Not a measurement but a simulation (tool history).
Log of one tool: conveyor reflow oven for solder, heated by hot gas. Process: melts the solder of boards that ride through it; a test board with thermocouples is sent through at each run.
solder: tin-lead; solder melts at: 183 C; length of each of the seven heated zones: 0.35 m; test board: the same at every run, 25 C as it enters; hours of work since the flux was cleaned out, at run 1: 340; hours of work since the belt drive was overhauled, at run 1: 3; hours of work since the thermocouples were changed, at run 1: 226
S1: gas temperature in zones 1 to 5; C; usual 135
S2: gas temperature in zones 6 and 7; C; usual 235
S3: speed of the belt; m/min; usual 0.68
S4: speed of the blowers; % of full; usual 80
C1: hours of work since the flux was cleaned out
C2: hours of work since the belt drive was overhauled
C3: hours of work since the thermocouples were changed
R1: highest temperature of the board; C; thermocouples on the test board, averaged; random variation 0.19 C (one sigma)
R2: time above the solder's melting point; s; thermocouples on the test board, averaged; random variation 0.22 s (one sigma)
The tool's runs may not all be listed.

Run 1, day 0: usual settings; C1 340; C2 3; C3 226. Result: R1 222.2 C, R2 49.3 s.
Run 2, day 0.779: usual settings; C1 348; C2 11; C3 235. Result: R1 222.3 C, R2 48.9 s.
Run 3, day 1.362: usual settings; C1 355; C2 17; C3 241. Result: R1 222.3 C, R2 48.7 s.
Run 4, day 2.142: usual settings but S3 0.751 m/min; C1 363; C2 26; C3 249. Result: R1 219.2 C, R2 42.5 s.
Run 5, day 2.958: usual settings but S3 0.751 m/min; C1 372; C2 34; C3 258. Result: R1 219.6 C, R2 42.5 s.
Run 6, day 3.667: usual settings but S3 0.751 m/min; C1 380; C2 42; C3 266. Result: R1 219.3 C, R2 42.7 s.
Run 7, day 4.117: usual settings but S3 0.751 m/min; C1 384; C2 47; C3 270. Result: R1 219.1 C, R2 42.1 s.
Run 8, day 4.688: usual settings but S3 0.652 m/min; C1 390; C2 53; C3 277. Result: R1 223.6 C, R2 51.6 s.
Run 9, day 5.538: usual settings; C1 400; C2 62; C3 286. Result: R1 222.2 C, R2 49.2 s.
Run 10, day 6.225: usual settings; C1 407; C2 69; C3 293. Result: R1 222.1 C, R2 48.8 s.
Run 11, day 6.679: usual settings; C1 412; C2 74; C3 298. Result: R1 222.2 C, R2 49.1 s.
Run 12, day 7.088: usual settings but S2 248 C; C1 416; C2 79; C3 302. Result: R1 234.1 C, R2 54.4 s.
Run 13, day 7.842: usual settings; C1 424; C2 87; C3 310. Result: R1 222.4 C, R2 48.8 s.
At day 8.621: flux residue cleaned out of gas plates and filters.
Run 14, day 8.688: usual settings; C1 1; C2 94; C3 317. Result: R1 222.4 C, R2 49.2 s.
Run 15, day 9.246: usual settings; C1 7; C2 100; C3 323. Result: R1 222.3 C, R2 49.3 s.
Run 16, day 10.092: usual settings but S3 0.784 m/min; C1 16; C2 109; C3 332. Result: R1 218 C, R2 39.4 s.
Run 17, day 10.55: usual settings but S3 0.662 m/min, S4 85 % of full; C1 21; C2 114; C3 337. Result: R1 223.2 C, R2 51.5 s.
Run 18, day 11.379: usual settings but S3 0.662 m/min, S4 85 % of full; C1 30; C2 123; C3 346. Result: R1 223.9 C, R2 51.2 s.
Run 19, day 11.783: usual settings but S3 0.662 m/min, S4 85 % of full; C1 34; C2 127; C3 351. Result: R1 224 C, R2 51.2 s.
Run 20, day 12.425: usual settings but S3 0.662 m/min, S4 85 % of full; C1 41; C2 134; C3 357. Result: R1 224 C, R2 51 s.
Run 21, day 12.792: usual settings but S3 0.662 m/min, S4 85 % of full; C1 45; C2 138; C3 361. Result: R1 223.8 C, R2 51.4 s.
Run 22, day 13.433: usual settings but S3 0.662 m/min, S4 85 % of full; C1 52; C2 145; C3 368. Result: R1 224 C, R2 51.3 s.
Run 23, day 14.067: usual settings but S2 233 C, S3 0.701 m/min; C1 59; C2 152; C3 375. Result: R1 220 C, R2 46 s.
Run 24, day 14.592: usual settings but S1 144 C, S2 225 C, S3 0.768 m/min, S4 67 % of full; C1 64; C2 157; C3 381. Result: R1 209.4 C, R2 37.4 s.
Run 25, day 15.433: usual settings but S1 144 C, S2 224 C, S3 0.768 m/min, S4 58 % of full; C1 73; C2 166; C3 390. Result: R1 207.1 C, R2 35.5 s.
Run 26, day 16.208: usual settings but S1 140 C, S2 226 C, S3 0.794 m/min, S4 54 % of full; C1 82; C2 175; C3 398. Result: R1 205.9 C, R2 31.8 s.
Run 27, day 16.604: usual settings but S1 140 C, S2 226 C, S3 0.794 m/min, S4 54 % of full; C1 86; C2 179; C3 402. Result: R1 205.5 C, R2 31.9 s.
Run 28, day 17.025: usual settings but S1 136 C; C1 90; C2 183; C3 407. Result: R1 222.7 C, R2 49.2 s.
Run 29, day 17.808: usual settings but S1 127 C, S3 0.733 m/min, S4 60 % of full; C1 99; C2 192; C3 415. Result: R1 215.2 C, R2 38.5 s.

Forecast each of these 4 alternatives for the next run:
Run A, day 18.654: usual settings but S1 127 C, S2 232 C, S3 0.733 m/min, S4 83 % of full; C1 108; C2 201; C3 424. Result: R1 ?, R2 ?.
Run B, day 18.654: usual settings but S4 87 % of full; C1 108; C2 201; C3 424. Result: R1 ?, R2 ?.
Run C, day 18.654: usual settings but S2 244 C; C1 108; C2 201; C3 424. Result: R1 ?, R2 ?.
Run D, day 18.654: usual settings but S2 229 C; C1 108; C2 201; C3 424. Result: R1 ?, R2 ?.

run     R1    R2
  A  216.7  40.5
  B  223.5  49.9
  C  230.7    53
  D    217  46.1
Without the tool's hidden state the same runs would have given:
run     R1    R2
  A  216.7  40.5
  B  223.5  49.9
  C  230.7  52.9
  D    217  46.1
